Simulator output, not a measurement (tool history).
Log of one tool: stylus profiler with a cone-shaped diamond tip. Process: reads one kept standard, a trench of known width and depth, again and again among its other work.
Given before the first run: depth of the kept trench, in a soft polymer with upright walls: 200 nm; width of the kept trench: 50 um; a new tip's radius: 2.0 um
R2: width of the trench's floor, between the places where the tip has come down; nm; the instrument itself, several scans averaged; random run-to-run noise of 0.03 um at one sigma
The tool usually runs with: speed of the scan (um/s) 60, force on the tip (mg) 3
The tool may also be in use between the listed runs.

run 1 hour=0 | speed_of_the_scan_(um/s)=60 force_on_the_tip_(mg)=3 | depth_of_the_trench_(nm)=201.81 R2=48100
run 2 hour=8 | speed_of_the_scan_(um/s)=60 force_on_the_tip_(mg)=3 | depth_of_the_trench_(nm)=201.71 R2=47970
run 3 hour=15.7 | speed_of_the_scan_(um/s)=60 force_on_the_tip_(mg)=3 | depth_of_the_trench_(nm)=201.71 R2=48060
run 4 hour=22.6 | speed_of_the_scan_(um/s)=60 force_on_the_tip_(mg)=3 | depth_of_the_trench_(nm)=201.85 R2=48000
run 5 hour=39 | speed_of_the_scan_(um/s)=60 force_on_the_tip_(mg)=3 | depth_of_the_trench_(nm)=201.7 R2=47980
run 6 hour=50.4 | speed_of_the_scan_(um/s)=60 force_on_the_tip_(mg)=3 | depth_of_the_trench_(nm)=201.8 R2=47990
run 7 hour=60.3 | speed_of_the_scan_(um/s)=102 force_on_the_tip_(mg)=3 | depth_of_the_trench_(nm)=201.61 R2=47760
run 8 hour=74.9 | speed_of_the_scan_(um/s)=77 force_on_the_tip_(mg)=3 | depth_of_the_trench_(nm)=201.82 R2=47850
run 9 hour=89.5 | speed_of_the_scan_(um/s)=77 force_on_the_tip_(mg)=3 | depth_of_the_trench_(nm)=201.75 R2=47940
run 10 hour=101.2 | speed_of_the_scan_(um/s)=77 force_on_the_tip_(mg)=3 | depth_of_the_trench_(nm)=201.77 R2=47900
run 11 hour=117.5 | speed_of_the_scan_(um/s)=43 force_on_the_tip_(mg)=3 | depth_of_the_trench_(nm)=201.86 R2=48060
run 12 hour=129.8 | speed_of_the_scan_(um/s)=43 force_on_the_tip_(mg)=3 | depth_of_the_trench_(nm)=201.76 R2=48060
run 13 hour=137.7 | speed_of_the_scan_(um/s)=43 force_on_the_tip_(mg)=3 | depth_of_the_trench_(nm)=201.62 R2=48070
run 14 hour=150.3 | speed_of_the_scan_(um/s)=43 force_on_the_tip_(mg)=3 | depth_of_the_trench_(nm)=201.63 R2=48090
run 15 hour=157.7 | speed_of_the_scan_(um/s)=43 force_on_the_tip_(mg)=2.97 | depth_of_the_trench_(nm)=201.61 R2=48070
run 16 hour=166.7 | speed_of_the_scan_(um/s)=60 force_on_the_tip_(mg)=3 | depth_of_the_trench_(nm)=201.73 R2=47900
run 17 hour=173.7 | speed_of_the_scan_(um/s)=60 force_on_the_tip_(mg)=3 | depth_of_the_trench_(nm)=201.67 R2=47960
run 18 hour=188 | speed_of_the_scan_(um/s)=60 force_on_the_tip_(mg)=3 | depth_of_the_trench_(nm)=201.71 R2=47910
run 19 hour=197.5 | speed_of_the_scan_(um/s)=60 force_on_the_tip_(mg)=3 | depth_of_the_trench_(nm)=201.52 R2=47910
run 20 hour=205.7 | speed_of_the_scan_(um/s)=60 force_on_the_tip_(mg)=3 | depth_of_the_trench_(nm)=201.8 R2=47930
run 21 hour=214.2 | speed_of_the_scan_(um/s)=60 force_on_the_tip_(mg)=3 | depth_of_the_trench_(nm)=201.78 R2=47870
run 22 hour=227.2 | speed_of_the_scan_(um/s)=60 force_on_the_tip_(mg)=3 | depth_of_the_trench_(nm)=201.82 R2=47890
run 23 hour=235.9 | speed_of_the_scan_(um/s)=60 force_on_the_tip_(mg)=3 | depth_of_the_trench_(nm)=201.72 R2=47930
run 24 hour=249.6 | speed_of_the_scan_(um/s)=60 force_on_the_tip_(mg)=3 | depth_of_the_trench_(nm)=201.83 R2=47950
run 25 hour=265 | speed_of_the_scan_(um/s)=60 force_on_the_tip_(mg)=3 | depth_of_the_trench_(nm)=201.62 R2=47940
run 26 hour=273 | speed_of_the_scan_(um/s)=60 force_on_the_tip_(mg)=3 | depth_of_the_trench_(nm)=201.74 R2=47910
run 27 hour=280.5 | speed_of_the_scan_(um/s)=81 force_on_the_tip_(mg)=2.6 | depth_of_the_trench_(nm)=201.33 R2=47820
run 28 hour=287.4 | speed_of_the_scan_(um/s)=73 force_on_the_tip_(mg)=1.66 | depth_of_the_trench_(nm)=201.17 R2=47730
run 29 hour=299.8 | speed_of_the_scan_(um/s)=22 force_on_the_tip_(mg)=6.71 | depth_of_the_trench_(nm)=202.88 R2=48140
run 30 hour=315.3 | speed_of_the_scan_(um/s)=22 force_on_the_tip_(mg)=6.71 | depth_of_the_trench_(nm)=202.82 R2=48150
run 31 hour=327.1 | speed_of_the_scan_(um/s)=22 force_on_the_tip_(mg)=6.71 | depth_of_the_trench_(nm)=202.89 R2=48110
run 32 hour=343.4 | speed_of_the_scan_(um/s)=53 force_on_the_tip_(mg)=3 | depth_of_the_trench_(nm)=201.59 R2=47990
run 33 hour=358.4 | speed_of_the_scan_(um/s)=19 force_on_the_tip_(mg)=2.79 | depth_of_the_trench_(nm)=201.48 R2=48080
run 34 hour=367.8 | speed_of_the_scan_(um/s)=85 force_on_the_tip_(mg)=5.78 | depth_of_the_trench_(nm)=202.62 R2=47910
run 35 hour=383 | speed_of_the_scan_(um/s)=15 force_on_the_tip_(mg)=3.16 | depth_of_the_trench_(nm)=201.67 R2=48060
run 36 hour=396.5 | speed_of_the_scan_(um/s)=33 force_on_the_tip_(mg)=2.34 | depth_of_the_trench_(nm)=201.22 R2=47960
run 37 hour=404.5 | speed_of_the_scan_(um/s)=42 force_on_the_tip_(mg)=2.34 | depth_of_the_trench_(nm)=201.39 R2=47930
run 38 hour=417.6 | speed_of_the_scan_(um/s)=37 force_on_the_tip_(mg)=1.02 | depth_of_the_trench_(nm)=200.67 R2=47850
run 39 hour=427.9 | speed_of_the_scan_(um/s)=60 force_on_the_tip_(mg)=1.79 | depth_of_the_trench_(nm)=201.11 R2=47800
run 40 hour=443.6 | speed_of_the_scan_(um/s)=149 force_on_the_tip_(mg)=1.11 | depth_of_the_trench_(nm)=200.69 R2=47020
run 41 hour=456.6 | speed_of_the_scan_(um/s)=18 force_on_the_tip_(mg)=8.98 | depth_of_the_trench_(nm)=203.37 R2=48070
run 42 hour=465.2 | speed_of_the_scan_(um/s)=60 force_on_the_tip_(mg)=8.33 | depth_of_the_trench_(nm)=203.42 R2=47970
run 43 hour=477.4 | speed_of_the_scan_(um/s)=212 force_on_the_tip_(mg)=1.87 | depth_of_the_trench_(nm)=201.09 R2=46900
run 44 hour=487.6 | speed_of_the_scan_(um/s)=74 force_on_the_tip_(mg)=4.97 | depth_of_the_trench_(nm)=202.35 R2=47910
run 45 hour=501.3 | speed_of_the_scan_(um/s)=74 force_on_the_tip_(mg)=4.97 | depth_of_the_trench_(nm)=202.37 R2=47850
run 46 hour=517 | speed_of_the_scan_(um/s)=25 force_on_the_tip_(mg)=1.35 | depth_of_the_trench_(nm)=200.74 R2=47980

Forecast each of these 4 alternatives for the next run:
run A hour=525.1 | speed_of_the_scan_(um/s)=60 force_on_the_tip_(mg)=4.05 | depth_of_the_trench_(nm)=? R2=?
run B hour=525.1 | speed_of_the_scan_(um/s)=19 force_on_the_tip_(mg)=2.57 | depth_of_the_trench_(nm)=? R2=?
run C hour=525.1 | speed_of_the_scan_(um/s)=25 force_on_the_tip_(mg)=1.1 | depth_of_the_trench_(nm)=? R2=?
run D hour=525.1 | speed_of_the_scan_(um/s)=60 force_on_the_tip_(mg)=1.23 | depth_of_the_trench_(nm)=? R2=?

run=A depth_of_the_trench_(nm)=202.06 R2=47900
run=B depth_of_the_trench_(nm)=201.44 R2=47990
run=C depth_of_the_trench_(nm)=200.71 R2=47910
run=D depth_of_the_trench_(nm)=200.74 R2=47630
The same runs, with their run-to-run variation unchanged, on a tool lacking any hidden condition would have given:
run=A depth_of_the_trench_(nm)=202.31 R2=48050
run=B depth_of_the_trench_(nm)=201.68 R2=48140
run=C depth_of_the_trench_(nm)=200.96 R2=48060
run=D depth_of_the_trench_(nm)=200.98 R2=47790
